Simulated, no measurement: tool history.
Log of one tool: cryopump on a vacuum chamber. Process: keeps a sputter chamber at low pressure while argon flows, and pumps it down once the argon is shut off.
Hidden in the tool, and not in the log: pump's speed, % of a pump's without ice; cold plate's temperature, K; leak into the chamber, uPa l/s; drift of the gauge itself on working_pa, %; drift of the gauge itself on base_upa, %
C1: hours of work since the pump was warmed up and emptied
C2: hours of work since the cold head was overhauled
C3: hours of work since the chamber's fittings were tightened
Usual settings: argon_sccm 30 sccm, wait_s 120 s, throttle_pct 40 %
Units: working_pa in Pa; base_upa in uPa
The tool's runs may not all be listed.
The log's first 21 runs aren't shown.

Run 22, day 26.938: usual settings but argon_sccm 45 sccm, wait_s 215 s, throttle_pct 31 %; C1 453; C2 453; C3 1246. Result: working_pa 0.2070 Pa, base_upa 2.71 uPa.
Run 23, day 27.825: usual settings but argon_sccm 45 sccm, wait_s 215 s, throttle_pct 31 %; C1 465; C2 465; C3 1258. Result: working_pa 0.2065 Pa, base_upa 2.69 uPa.
Run 24, day 28.942: usual settings but argon_sccm 27 sccm, wait_s 240 s, throttle_pct 25 %; C1 480; C2 480; C3 1273. Result: working_pa 0.1528 Pa, base_upa 2.72 uPa.
Run 25, day 29.775: usual settings but argon_sccm 20 sccm, throttle_pct 59 %; C1 491; C2 491; C3 1284. Result: working_pa 0.0508 Pa, base_upa 2.98 uPa.
Run 26, day 31.371: usual settings but argon_sccm 29 sccm, wait_s 24 s, throttle_pct 59 %; C1 513; C2 513; C3 1306. Result: working_pa 0.0747 Pa, base_upa 4.92 uPa.
Run 27, day 32.158: usual settings but argon_sccm 54 sccm, wait_s 80 s, throttle_pct 18 %; C1 524; C2 524; C3 1316. Result: working_pa 0.4235 Pa, base_upa 3.24 uPa.
Run 28, day 33.333: usual settings but argon_sccm 54 sccm, wait_s 80 s, throttle_pct 18 %; C1 539; C2 539; C3 1332. Result: working_pa 0.4208 Pa, base_upa 3.40 uPa.
Run 29, day 34.808: usual settings but argon_sccm 25 sccm, wait_s 38 s, throttle_pct 46 %; C1 559; C2 559; C3 1352. Result: working_pa 0.0807 Pa, base_upa 4.15 uPa.
Run 30, day 35.996: usual settings but argon_sccm 44 sccm, wait_s 38 s, throttle_pct 26 %; C1 575; C2 575; C3 1368. Result: working_pa 0.2418 Pa, base_upa 4.31 uPa.
Run 31, day 37.383: usual settings but argon_sccm 56 sccm, wait_s 40 s, throttle_pct 55 %; C1 594; C2 594; C3 1387. Result: working_pa 0.1553 Pa, base_upa 4.22 uPa.
Run 32, day 38.896: usual settings but argon_sccm 28 sccm, wait_s 172 s, throttle_pct 20 %; C1 614; C2 614; C3 1407. Result: working_pa 0.2006 Pa, base_upa 3.17 uPa.
Run 33, day 40.217: usual settings but argon_sccm 28 sccm, wait_s 172 s, throttle_pct 20 %; C1 632; C2 632; C3 1425. Result: working_pa 0.1990 Pa, base_upa 3.22 uPa.
Run 34, day 41.825: usual settings but argon_sccm 28 sccm, wait_s 172 s, throttle_pct 20 %; C1 654; C2 654; C3 1446. Result: working_pa 0.1991 Pa, base_upa 3.19 uPa.

3 ways to go on from here, each from the tool as it stands after run 34. What would each give?
At day 43.521: pump warmed up, emptied and cooled again.
Run A, day 43.879: usual settings but wait_s 76 s, throttle_pct 21 %; C1 5; C2 679; C3 1471. Result: working_pa ?, base_upa ?.
At day 43.521: pump warmed up, emptied and cooled again.
Run B, day 43.879: usual settings but argon_sccm 21 sccm, wait_s 47 s, throttle_pct 35 %; C1 5; C2 679; C3 1471. Result: working_pa ?, base_upa ?.
At day 43.521: pump warmed up, emptied and cooled again.
Run C, day 43.879: usual settings but argon_sccm 37 sccm, wait_s 29 s, throttle_pct 35 %; C1 5; C2 679; C3 1471. Result: working_pa ?, base_upa ?.

run  working_pa  base_upa
  A      0.1955      3.18
  B      0.0820      3.65
  C      0.1467      4.55
Without the tool's hidden state the same runs would have given:
run  working_pa  base_upa
  A      0.1946      0.98
  B      0.0813      1.45
  C      0.1455      2.29
